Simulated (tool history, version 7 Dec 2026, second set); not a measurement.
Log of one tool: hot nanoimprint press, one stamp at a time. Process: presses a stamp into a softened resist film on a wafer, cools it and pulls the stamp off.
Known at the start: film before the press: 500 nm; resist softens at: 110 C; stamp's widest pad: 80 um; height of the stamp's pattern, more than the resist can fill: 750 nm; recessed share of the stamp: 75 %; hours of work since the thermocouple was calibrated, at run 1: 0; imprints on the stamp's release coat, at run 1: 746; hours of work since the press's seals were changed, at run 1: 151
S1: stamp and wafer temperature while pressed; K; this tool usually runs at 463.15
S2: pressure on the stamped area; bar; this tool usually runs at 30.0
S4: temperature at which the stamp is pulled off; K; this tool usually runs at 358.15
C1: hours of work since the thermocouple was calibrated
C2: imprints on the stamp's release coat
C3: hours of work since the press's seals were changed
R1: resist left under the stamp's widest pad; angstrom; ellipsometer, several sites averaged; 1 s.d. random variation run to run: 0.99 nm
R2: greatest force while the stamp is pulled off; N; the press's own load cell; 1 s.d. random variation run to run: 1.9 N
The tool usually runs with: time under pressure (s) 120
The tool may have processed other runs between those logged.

Run 1, hour 0.0: usual settings; C1 0; C2 746; C3 151. Result: R1 2871 angstrom, R2 163 N.
Run 2, hour 52.4: usual settings; C1 28; C2 950; C3 179. Result: R1 2882 angstrom, R2 160 N.
Run 3, hour 119.7: usual settings but S2 44.1 bar; C1 63; C2 1210; C3 214. Result: R1 2479 angstrom, R2 161 N.
At hour 186.3: stamp cleaned and given a new release coat.
Run 4, hour 190.4: usual settings but S2 20.5 bar; C1 97; C2 16; C3 248. Result: R1 3312 angstrom, R2 160 N.
Run 5, hour 257.5: usual settings but S2 20.5 bar; C1 133; C2 276; C3 284. Result: R1 3299 angstrom, R2 161 N.
Run 6, hour 289.5: usual settings but S2 20.5 bar; C1 150; C2 400; C3 300. Result: R1 3295 angstrom, R2 160 N.
Run 7, hour 333.4: usual settings but S2 20.6 bar; C1 173; C2 570; C3 324. Result: R1 3314 angstrom, R2 159 N.
Run 8, hour 367.7: usual settings; C1 191; C2 703; C3 342. Result: R1 2884 angstrom, R2 161 N.
Run 9, hour 430.3: usual settings; C1 224; C2 945; C3 375. Result: R1 2907 angstrom, R2 161 N.
Run 10, hour 472.0: usual settings; C1 246; C2 1107; C3 397. Result: R1 2873 angstrom, R2 162 N.
Run 11, hour 519.2: usual settings; C1 271; C2 1290; C3 422. Result: R1 2898 angstrom, R2 161 N.
At hour 565.2: stamp cleaned and given a new release coat.
Run 12, hour 578.1: usual settings; C1 299; C2 50; C3 450. Result: R1 2911 angstrom, R2 161 N.
Run 13, hour 615.6: usual settings; C1 318; C2 195; C3 469. Result: R1 2912 angstrom, R2 163 N.
Run 14, hour 691.3: usual settings; C1 358; C2 489; C3 509. Result: R1 2905 angstrom, R2 161 N.
Run 15, hour 766.7: usual settings; C1 398; C2 781; C3 549. Result: R1 2936 angstrom, R2 160 N.
Run 16, hour 825.9: usual settings; C1 429; C2 1010; C3 580. Result: R1 2928 angstrom, R2 162 N.
Run 17, hour 898.3: usual settings but S1 473.15 K, S2 37.7 bar, time under pressure (s) 121; C1 468; C2 1291; C3 618. Result: R1 1969 angstrom, R2 162 N.
At hour 907.6: plate thermocouple calibrated.
At hour 922.3: press's hydraulic seals changed and the load cell set to zero.
At hour 956.1: stamp cleaned and given a new release coat.
Run 18, hour 961.4: usual settings but S1 473.15 K, S2 37.7 bar, time under pressure (s) 121; C1 21; C2 21; C3 17. Result: R1 1973 angstrom, R2 160 N.
Run 19, hour 1035.3: usual settings but S1 466.15 K, S2 23.0 bar; C1 60; C2 307; C3 56. Result: R1 2962 angstrom, R2 163 N.
At hour 1105.7: gauge calibrated.
Run 20, hour 1105.7: usual settings but S2 37.3 bar, time under pressure (s) 115; C1 97; C2 580; C3 94. Result: R1 2693 angstrom, R2 160 N.
Run 21, hour 1159.4: usual settings but time under pressure (s) 115, S4 344.15 K; C1 125; C2 788; C3 122. Result: R1 2915 angstrom, R2 196 N.
Run 22, hour 1210.3: usual settings but time under pressure (s) 115, S4 344.15 K; C1 152; C2 985; C3 149. Result: R1 2945 angstrom, R2 198 N.
Run 23, hour 1278.3: usual settings but time under pressure (s) 69; C1 188; C2 1249; C3 185. Result: R1 3405 angstrom, R2 160 N.
Run 24, hour 1319.8: usual settings but time under pressure (s) 69; C1 210; C2 1410; C3 207. Result: R1 3399 angstrom, R2 160 N.
At hour 1338.0: stamp cleaned and given a new release coat.
Run 25, hour 1359.5: usual settings but S1 457.15 K, S2 24.8 bar, time under pressure (s) 69; C1 228; C2 83; C3 224. Result: R1 4029 angstrom, R2 160 N.
Run 26, hour 1400.2: usual settings but S1 457.15 K, S2 24.8 bar, time under pressure (s) 69; C1 249; C2 241; C3 246. Result: R1 4040 angstrom, R2 160 N.
Run 27, hour 1474.6: usual settings but S1 453.15 K, S2 43.2 bar, time under pressure (s) 69; C1 289; C2 529; C3 285. Result: R1 3830 angstrom, R2 161 N.
Run 28, hour 1534.1: usual settings but S2 28.8 bar, S4 348.15 K; C1 320; C2 760; C3 316. Result: R1 2955 angstrom, R2 190 N.
Run 29, hour 1582.4: usual settings but S2 28.8 bar, S4 348.15 K; C1 345; C2 947; C3 342. Result: R1 2959 angstrom, R2 185 N.

Measured result minus the same run's result without the hidden state. Both carry the same run-to-run variation, though not necessarily the same gauge scatter:
What the log doesn't record here: true temperature over the reading, C; pressure that arrives at the usual setting, %; grip of the stamp's worn release coat, % over a new coat's; drift of the gauge itself on residual_nm, %; drift of the gauge itself on pull_off_n, %.
run   R1
  1   +0
  2   +4
  3   +7
  4  +14
  5  +18
  6  +20
  7  +24
  8  +23
  9  +26
 10  +29
 11  +32
 12  +35
 13  +38
 14  +43
 15  +47
 16  +51
 17  +38
 18  +37
 19  +59
 20   +1
 21   +4
 22   +8
 23  +13
 24  +16
 25  +22
 26  +25
 27  +30
 28  +27
 29  +30
R2: differs from the measured result by no more than 1 N in any run.
